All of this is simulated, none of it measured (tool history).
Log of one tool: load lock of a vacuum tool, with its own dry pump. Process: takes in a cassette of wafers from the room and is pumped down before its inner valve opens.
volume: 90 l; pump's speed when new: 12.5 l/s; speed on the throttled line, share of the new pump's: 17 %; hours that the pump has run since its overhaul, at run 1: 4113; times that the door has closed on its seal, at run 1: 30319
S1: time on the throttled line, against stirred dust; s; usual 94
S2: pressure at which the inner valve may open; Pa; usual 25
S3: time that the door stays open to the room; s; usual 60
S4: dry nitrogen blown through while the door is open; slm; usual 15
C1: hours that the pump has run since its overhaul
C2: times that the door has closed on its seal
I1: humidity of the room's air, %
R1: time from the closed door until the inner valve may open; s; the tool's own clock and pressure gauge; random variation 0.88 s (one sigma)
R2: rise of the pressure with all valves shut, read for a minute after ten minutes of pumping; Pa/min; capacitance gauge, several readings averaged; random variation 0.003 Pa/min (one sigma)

{"run": 1, "hour": 0.0, "S1": 94, "S2": 25, "S3": 60, "S4": 15, "C1": 4113, "C2": 30319, "I1": 45.3, "R1": 140.2, "R2": 0.185}
{"run": 2, "hour": 127.2, "S1": 94, "S2": 34, "S3": 60, "S4": 15, "C1": 4240, "C2": 30833, "I1": 45, "R1": 139.9, "R2": 0.194}
{"run": 3, "hour": 337.9, "S1": 94, "S2": 25, "S3": 60, "S4": 15, "C1": 4451, "C2": 31685, "I1": 44.2, "R1": 140.5, "R2": 0.201}
{"run": 4, "hour": 534.5, "S1": 94, "S2": 25, "S3": 129, "S4": 15, "C1": 4647, "C2": 32480, "I1": 43.1, "R1": 140.6, "R2": 0.217}
{"run": 5, "hour": 630.1, "S1": 94, "S2": 25, "S3": 60, "S4": 15, "C1": 4743, "C2": 32866, "I1": 48.5, "R1": 139.9, "R2": 0.204}
{"run": 6, "hour": 754.8, "S1": 94, "S2": 25, "S3": 47, "S4": 15, "C1": 4868, "C2": 33370, "I1": 45.1, "R1": 141.2, "R2": 0.207}
{"run": 7, "hour": 935.4, "S1": 59, "S2": 25, "S3": 60, "S4": 15, "C1": 5048, "C2": 34100, "I1": 43.9, "R1": 113.3, "R2": 0.213}
{"run": 8, "hour": 1039.0, "S1": 59, "S2": 25, "S3": 60, "S4": 15, "C1": 5152, "C2": 34519, "I1": 43.7, "R1": 114.3, "R2": 0.216}
{"run": 9, "hour": 1243.4, "S1": 59, "S2": 25, "S3": 60, "S4": 15, "C1": 5356, "C2": 35345, "I1": 47, "R1": 113.1, "R2": 0.229}
{"run": 10, "hour": 1335.7, "S1": 59, "S2": 25, "S3": 31, "S4": 15, "C1": 5449, "C2": 35718, "I1": 44.4, "R1": 113.1, "R2": 0.22}
{"run": 11, "hour": 1511.8, "S1": 94, "S2": 20, "S3": 60, "S4": 15, "C1": 5625, "C2": 36430, "I1": 45.6, "R1": 142.8, "R2": 0.24}
{"run": 12, "hour": 1656.2, "S1": 94, "S2": 20, "S3": 60, "S4": 15, "C1": 5769, "C2": 37014, "I1": 46.4, "R1": 144.6, "R2": 0.243}
{"run": 13, "hour": 1799.2, "S1": 94, "S2": 25, "S3": 60, "S4": 15, "C1": 5912, "C2": 37592, "I1": 41.3, "R1": 143.6, "R2": 0.245}
{"run": 14, "hour": 2009.5, "S1": 94, "S2": 25, "S3": 60, "S4": 15, "C1": 6122, "C2": 38442, "I1": 45.5, "R1": 142.8, "R2": 0.251}
{"run": 15, "hour": 2204.3, "S1": 94, "S2": 25, "S3": 60, "S4": 15, "C1": 6317, "C2": 39229, "I1": 47, "R1": 143.5, "R2": 0.263}
{"run": 16, "hour": 2397.0, "S1": 94, "S2": 25, "S3": 60, "S4": 11, "C1": 6510, "C2": 40008, "I1": 49.8, "R1": 143.4, "R2": 0.271}
{"run": 17, "hour": 2607.3, "S1": 94, "S2": 25, "S3": 60, "S4": 11, "C1": 6720, "C2": 40858, "I1": 46.1, "R1": 140.4, "R2": 0.286}
{"run": 18, "hour": 2814.1, "S1": 92, "S2": 25, "S3": 60, "S4": 11, "C1": 6927, "C2": 41694, "I1": 48.1, "R1": 140.5, "R2": 0.288}
{"run": 19, "hour": 2996.6, "S1": 92, "S2": 25, "S3": 60, "S4": 11, "C1": 7109, "C2": 42432, "I1": 46.3, "R1": 141.9, "R2": 0.301}
{"run": 20, "hour": 3121.7, "S1": 173, "S2": 40, "S3": 40, "S4": 40, "C1": 7235, "C2": 42937, "I1": 47.1, "R1": 202.7, "R2": 0.289}
{"run": 21, "hour": 3290.9, "S1": 99, "S2": 40, "S3": 40, "S4": 44, "C1": 7404, "C2": 43621, "I1": 42.2, "R1": 142.7, "R2": 0.295}
{"run": 22, "hour": 3404.0, "S1": 94, "S2": 28, "S3": 60, "S4": 15, "C1": 7517, "C2": 44078, "I1": 44.1, "R1": 142.6, "R2": 0.315}
{"run": 23, "hour": 3538.6, "S1": 65, "S2": 49, "S3": 46, "S4": 13, "C1": 7651, "C2": 44622, "I1": 43.3, "R1": 114.7, "R2": 0.313}
{"run": 24, "hour": 3720.8, "S1": 182, "S2": 24, "S3": 84, "S4": 15, "C1": 7834, "C2": 45359, "I1": 43.4, "R1": 215.5, "R2": 0.328}
{"run": 25, "hour": 3806.5, "S1": 122, "S2": 33, "S3": 115, "S4": 5, "C1": 7919, "C2": 45705, "I1": 42.2, "R1": 162.7, "R2": 0.361}
{"run": 26, "hour": 3914.8, "S1": 56, "S2": 25, "S3": 60, "S4": 5, "C1": 8028, "C2": 46143, "I1": 44.2, "R1": 111.7, "R2": 0.352}
{"run": 27, "hour": 4053.4, "S1": 91, "S2": 29, "S3": 36, "S4": 32, "C1": 8166, "C2": 46703, "I1": 43.1, "R1": 138.8, "R2": 0.331}
{"run": 28, "hour": 4190.7, "S1": 143, "S2": 23, "S3": 63, "S4": 32, "C1": 8304, "C2": 47258, "I1": 47.5, "R1": 184.4, "R2": 0.341}
{"run": 29, "hour": 4402.2, "S1": 80, "S2": 23, "S3": 60, "S4": 15, "C1": 8515, "C2": 48113, "I1": 43.6, "R1": 133.7, "R2": 0.362}
{"run": 30, "hour": 4511.9, "S1": 85, "S2": 25, "S3": 60, "S4": 23, "C1": 8625, "C2": 48556, "I1": 44.9, "R1": 137.1, "R2": 0.359}
{"run": 31, "hour": 4676.0, "S1": 48, "S2": 27, "S3": 205, "S4": 15, "C1": 8789, "C2": 49220, "I1": 45.1, "R1": 104.6, "R2": 0.405}
{"run": 32, "hour": 4851.2, "S1": 89, "S2": 19, "S3": 176, "S4": 15, "C1": 8964, "C2": 49927, "I1": 43.6, "R1": 142.8, "R2": 0.396}
{"run": 33, "hour": 5019.0, "S1": 89, "S2": 37, "S3": 176, "S4": 7, "C1": 9132, "C2": 50606, "I1": 46.3, "R1": 137.2, "R2": 0.434}
{"run": 34, "hour": 5219.5, "S1": 67, "S2": 24, "S3": 168, "S4": 7, "C1": 9332, "C2": 51416, "I1": 45.5, "R1": 122, "R2": 0.437}
{"run": 35, "hour": 5401.7, "S1": 67, "S2": 24, "S3": 168, "S4": 7, "C1": 9515, "C2": 52153, "I1": 44, "R1": 121.1, "R2": 0.451}
{"run": 36, "hour": 5591.6, "S1": 94, "S2": 18, "S3": 95, "S4": 15, "C1": 9704, "C2": 52920, "I1": 41, "R1": 146.3, "R2": 0.426}
{"run": 37, "hour": 5679.1, "S1": 94, "S2": 18, "S3": 95, "S4": 10, "C1": 9792, "C2": 53274, "I1": 42, "R1": 147, "R2": 0.439}

Measured less the same run without the tool's hidden state. The same run-to-run variation is in both; the gauge's scatter may not be:
The hidden state here: pump's speed, % of a new pump's; leak at the door's seal, Pa l/s; drift of the gauge itself on ready_s, %; drift of the gauge itself on rise_pa_min, %.
run=1 R1=+2.5 R2=+0.165
run=2 R1=+2.5 R2=+0.173
run=3 R1=+2.8 R2=+0.179
run=4 R1=+2.9 R2=+0.185
run=5 R1=+2.9 R2=+0.187
run=6 R1=+3 R2=+0.192
run=7 R1=+3.5 R2=+0.196
run=8 R1=+3.6 R2=+0.201
run=9 R1=+3.7 R2=+0.21
run=10 R1=+3.8 R2=+0.214
run=11 R1=+3.6 R2=+0.218
run=12 R1=+3.7 R2=+0.226
run=13 R1=+3.6 R2=+0.232
run=14 R1=+3.7 R2=+0.235
run=15 R1=+3.9 R2=+0.246
run=16 R1=+4 R2=+0.25
run=17 R1=+4.1 R2=+0.262
run=18 R1=+4.3 R2=+0.268
run=19 R1=+4.6 R2=+0.277
run=20 R1=+2.8 R2=+0.282
run=21 R1=+4.1 R2=+0.284
run=22 R1=+4.5 R2=+0.294
run=23 R1=+4.7 R2=+0.298
run=24 R1=+3.2 R2=+0.309
run=25 R1=+4.1 R2=+0.313
run=26 R1=+5.8 R2=+0.321
run=27 R1=+4.9 R2=+0.325
run=28 R1=+4.4 R2=+0.33
run=29 R1=+5.7 R2=+0.339
run=30 R1=+5.7 R2=+0.35
run=31 R1=+6.3 R2=+0.355
run=32 R1=+6 R2=+0.362
run=33 R1=+5.4 R2=+0.373
run=34 R1=+6.4 R2=+0.38
run=35 R1=+6.5 R2=+0.388
run=36 R1=+6.3 R2=+0.403
run=37 R1=+6.6 R2=+0.41
